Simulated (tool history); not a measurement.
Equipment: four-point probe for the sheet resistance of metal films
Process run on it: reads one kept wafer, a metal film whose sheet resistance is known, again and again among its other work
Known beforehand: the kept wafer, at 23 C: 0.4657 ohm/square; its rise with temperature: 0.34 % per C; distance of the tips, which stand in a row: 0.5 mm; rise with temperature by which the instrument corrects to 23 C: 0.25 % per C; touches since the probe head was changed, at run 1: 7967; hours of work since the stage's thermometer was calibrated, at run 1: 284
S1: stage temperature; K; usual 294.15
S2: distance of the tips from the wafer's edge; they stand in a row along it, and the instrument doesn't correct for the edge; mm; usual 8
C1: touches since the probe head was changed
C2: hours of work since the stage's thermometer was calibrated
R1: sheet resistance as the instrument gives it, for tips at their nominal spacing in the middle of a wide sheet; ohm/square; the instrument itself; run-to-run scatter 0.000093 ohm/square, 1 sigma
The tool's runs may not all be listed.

{"run": 1, "day": 0.0, "S1": 294.15, "S2": 8, "C1": 7967, "C2": 284, "R1": 0.4657}
{"run": 2, "day": 4.292, "S1": 291.15, "S2": 8, "C1": 10211, "C2": 364, "R1": 0.464726}
{"run": 3, "day": 7.546, "S1": 294.15, "S2": 8, "C1": 11913, "C2": 424, "R1": 0.466115}
{"run": 4, "day": 11.458, "S1": 294.15, "S2": 8, "C1": 13958, "C2": 497, "R1": 0.465933}
{"run": 5, "day": 14.15, "S1": 294.15, "S2": 8, "C1": 15365, "C2": 547, "R1": 0.466184}
{"run": 6, "day": 16.879, "S1": 294.15, "S2": 8, "C1": 16792, "C2": 598, "R1": 0.466309}
{"run": 7, "day": 19.504, "S1": 294.15, "S2": 22, "C1": 18164, "C2": 647, "R1": 0.465679}
{"run": 8, "day": 22.275, "S1": 294.15, "S2": 22, "C1": 19614, "C2": 698, "R1": 0.465317}
{"run": 9, "day": 26.258, "S1": 301.15, "S2": 8, "C1": 21696, "C2": 773, "R1": 0.46929}
{"run": 10, "day": 30.883, "S1": 301.15, "S2": 8, "C1": 24115, "C2": 859, "R1": 0.469213}
{"run": 11, "day": 34.154, "S1": 308.15, "S2": 8, "C1": 25825, "C2": 920, "R1": 0.472306}
{"run": 12, "day": 37.179, "S1": 308.15, "S2": 8, "C1": 27406, "C2": 976, "R1": 0.472039}
{"run": 13, "day": 41.062, "S1": 308.15, "S2": 8, "C1": 29437, "C2": 1048, "R1": 0.472162}
{"run": 14, "day": 44.762, "S1": 308.15, "S2": 8, "C1": 31372, "C2": 1117, "R1": 0.4723}
{"run": 15, "day": 48.571, "S1": 294.15, "S2": 12, "C1": 33363, "C2": 1188, "R1": 0.466464}
{"run": 16, "day": 51.262, "S1": 294.15, "S2": 5, "C1": 34772, "C2": 1238, "R1": 0.46861}
{"run": 17, "day": 55.292, "S1": 301.15, "S2": 35, "C1": 36878, "C2": 1313, "R1": 0.468994}
{"run": 18, "day": 58.579, "S1": 296.15, "S2": 11, "C1": 38598, "C2": 1374, "R1": 0.467693}
{"run": 19, "day": 60.475, "S1": 295.15, "S2": 37, "C1": 39588, "C2": 1410, "R1": 0.466773}
{"run": 20, "day": 64.262, "S1": 294.15, "S2": 17, "C1": 41568, "C2": 1480, "R1": 0.466554}
{"run": 21, "day": 68.6, "S1": 294.15, "S2": 17, "C1": 43836, "C2": 1561, "R1": 0.466754}
{"run": 22, "day": 72.304, "S1": 294.15, "S2": 17, "C1": 45774, "C2": 1630, "R1": 0.466949}
{"run": 23, "day": 74.892, "S1": 294.15, "S2": 38, "C1": 47126, "C2": 1678, "R1": 0.46679}
{"run": 24, "day": 76.904, "S1": 294.15, "S2": 38, "C1": 48178, "C2": 1716, "R1": 0.466891}
{"day": 78.933, "done": "stage's thermometer calibrated"}
{"run": 25, "day": 78.933, "S1": 298.15, "S2": 38, "C1": 49229, "C2": 0, "R1": 0.467597}
{"run": 26, "day": 82.038, "S1": 298.15, "S2": 38, "C1": 50851, "C2": 58, "R1": 0.467807}
{"run": 27, "day": 85.312, "S1": 306.15, "S2": 13, "C1": 52565, "C2": 119, "R1": 0.471337}
{"run": 28, "day": 89.383, "S1": 300.15, "S2": 13, "C1": 54693, "C2": 195, "R1": 0.469139}

Forecast each of these 5 alternatives for the next run:
{"run": "A", "day": 93.379, "S1": 294.15, "S2": 6, "C1": 56783, "C2": 269, "R1": "?"}
{"run": "B", "day": 93.379, "S1": 306.15, "S2": 30, "C1": 56783, "C2": 269, "R1": "?"}
{"run": "C", "day": 93.379, "S1": 302.15, "S2": 10, "C1": 56783, "C2": 269, "R1": "?"}
{"run": "D", "day": 93.379, "S1": 300.15, "S2": 3, "C1": 56783, "C2": 269, "R1": "?"}
{"run": "E", "day": 93.379, "S1": 304.15, "S2": 22, "C1": 56783, "C2": 269, "R1": "?"}

run=A R1=0.468056
run=B R1=0.471275
run=C R1=0.470356
run=D R1=0.475841
run=E R1=0.470419
What these runs would have given with no unlogged condition in the tool:
run=A R1=0.466551
run=B R1=0.469767
run=C R1=0.468848
run=D R1=0.474316
run=E R1=0.468912
